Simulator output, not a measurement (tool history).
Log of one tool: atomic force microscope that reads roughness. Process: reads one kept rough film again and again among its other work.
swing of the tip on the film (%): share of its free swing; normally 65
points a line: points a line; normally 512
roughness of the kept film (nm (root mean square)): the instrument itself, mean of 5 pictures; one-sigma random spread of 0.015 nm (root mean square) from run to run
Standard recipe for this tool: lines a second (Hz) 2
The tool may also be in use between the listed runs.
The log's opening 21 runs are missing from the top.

run	hour	lines a second (Hz)	swing of the tip on the film (%)	points a line	roughness of the kept film (nm (root mean square))
# hour 1119: new tip fitted
22	1128.6	2	65	972	3.098
23	1169.3	2	65	972	2.063
# hour 1205.5: new tip fitted
24	1236.6	2	67	552	2.363
# hour 1295.8: new tip fitted
25	1303.9	2	67	552	3.188
26	1371.5	0.75	80	737	1.809
# hour 1383.5: new tip fitted
27	1437.1	0.75	80	737	2.045
# hour 1471.8: new tip fitted
28	1472.9	0.75	80	737	3.378
29	1527.4	0.87	75	512	2.008
# hour 1560: new tip fitted
30	1567.8	1.78	58	512	3.126
31	1602	1.15	88	778	2.118
32	1642.3	1.15	88	778	1.622
# hour 1646.1: new tip fitted
33	1690.2	2.43	87	262	1.975
# hour 1732.6: new tip fitted
34	1743.8	2.43	87	262	2.762
35	1779.9	1.25	65	512	2.235
36	1811.1	1.51	56	277	1.765
# hour 1818.1: new tip fitted
37	1855.2	2	60	512	2.358
38	1896.2	0.67	65	300	1.733
# hour 1904.6: new tip fitted
39	1934.8	2.37	71	512	2.359
40	1968.6	2.37	71	512	1.827
# hour 1994.5: new tip fitted
41	2022.1	2.43	69	512	2.577
# hour 2080.3: new tip fitted
42	2088.5	2.88	90	829	2.8
43	2124.5	2	78	512	2.156
# hour 2168.5: new tip fitted
44	2175.7	2	78	512	3.038

Alternative continuations, all from the tool just after run 44; predict every row:
A	2234.4	0.89	72	512	?
B	2234.4	3.02	81	512	?
C	2234.4	2	82	423	?
D	2234.4	2	78	273	?

run	roughness of the kept film (nm (root mean square))
A	1.892
B	1.732
C	1.794
D	1.781
The same runs, with their run-to-run variation unchanged, on a tool lacking any hidden condition would have given:
run	roughness of the kept film (nm (root mean square))
A	3.523
B	3.224
C	3.339
D	3.314
